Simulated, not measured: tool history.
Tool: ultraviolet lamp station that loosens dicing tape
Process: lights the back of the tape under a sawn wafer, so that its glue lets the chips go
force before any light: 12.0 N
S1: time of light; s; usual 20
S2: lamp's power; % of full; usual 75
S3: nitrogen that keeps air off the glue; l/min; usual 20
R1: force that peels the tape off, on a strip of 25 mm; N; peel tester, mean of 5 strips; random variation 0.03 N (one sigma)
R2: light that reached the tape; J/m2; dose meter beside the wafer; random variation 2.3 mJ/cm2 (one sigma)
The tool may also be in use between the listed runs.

| run | hour | S1 | S2 | S3 | R1 | R2 |
|---|---|---|---|---|---|---|
| 1 | 0.0 | 20 | 75 | 20 | 2.102 | 2040 |
| 2 | 23.8 | 20 | 75 | 20 | 2.147 | 1990 |
|  | 28.1 | window cleaned of glue's vapour |
| 3 | 46.6 | 20 | 75 | 20 | 2.423 | 1790 |
| 4 | 65.2 | 20 | 75 | 20 | 2.460 | 1790 |
| 5 | 90.6 | 20 | 75 | 20 | 2.500 | 1770 |
| 6 | 101.6 | 20 | 75 | 20 | 2.497 | 1760 |
| 7 | 120.1 | 25 | 75 | 20 | 1.745 | 2230 |
|  | 122.7 | window cleaned of glue's vapour, once more |
| 8 | 131.7 | 25 | 75 | 20 | 1.144 | 2740 |
| 9 | 146.4 | 25 | 75 | 20 | 1.115 | 2710 |
| 10 | 171.2 | 25 | 75 | 20 | 1.164 | 2700 |
| 11 | 193.0 | 25 | 75 | 20 | 1.190 | 2680 |
| 12 | 206.7 | 25 | 75 | 20 | 1.175 | 2710 |
| 13 | 228.3 | 25 | 75 | 20 | 1.190 | 2670 |
| 14 | 247.7 | 25 | 75 | 20 | 1.202 | 2630 |
| 15 | 259.3 | 20 | 81 | 20 | 1.630 | 2250 |
| 16 | 280.9 | 20 | 75 | 19 | 1.951 | 2070 |
| 17 | 295.1 | 18 | 76 | 6 | 3.815 | 1930 |
| 18 | 319.5 | 29 | 71 | 11 | 1.484 | 2850 |
| 19 | 345.6 | 20 | 81 | 39 | 1.244 | 2230 |
| 20 | 362.2 | 32 | 81 | 30 | 0.451 | 3590 |
| 21 | 380.3 | 32 | 81 | 30 | 0.468 | 3540 |
| 22 | 392.0 | 32 | 80 | 18 | 0.698 | 3460 |
| 23 | 410.3 | 32 | 80 | 18 | 0.699 | 3430 |
| 24 | 421.8 | 32 | 80 | 18 | 0.708 | 3430 |
| 25 | 445.8 | 15 | 68 | 7 | 5.187 | 1350 |
| 26 | 461.2 | 15 | 68 | 7 | 4.996 | 1370 |
| 27 | 482.3 | 14 | 68 | 7 | 5.169 | 1230 |
| 28 | 493.7 | 20 | 75 | 9 | 2.946 | 1980 |
| 29 | 506.2 | 20 | 70 | 8 | 3.432 | 1830 |
| 30 | 528.9 | 20 | 65 | 16 | 2.974 | 1650 |
| 31 | 553.7 | 20 | 65 | 16 | 2.979 | 1660 |

Hidden state or all else? Some run-to-run changes of R1, split into what the settings, what came in and random variation would give without the hidden state, and what is left for the hidden state (with any gauge scatter that isn't in both results):
The hidden state here: lamp's light, % of a new lamp's; light that the window lets through, % of a clean one's; drift of the gauge itself on peel_n, %; drift of the gauge itself on dose_mj_cm2, %.
Run 2 -> 3: window cleaned of glue's vapour. R1 +0.276 N: hidden state +0.326, all else -0.050.
Run 7 -> 8: window cleaned of glue's vapour, once more. R1 -0.601 N: hidden state -0.614, all else +0.013.
Run 17 -> 18: S1 18 -> 29, S2 76 -> 71, S3 6 -> 11. R1 -2.331 N: hidden state -0.200, all else -2.131.
Run 24 -> 25: S1 32 -> 15, S2 80 -> 68, S3 18 -> 7. R1 +4.479 N: hidden state +0.563, all else +3.916.
Run 27 -> 28: S1 14 -> 20, S2 68 -> 75, S3 7 -> 9. R1 -2.223 N: hidden state -0.066, all else -2.157.
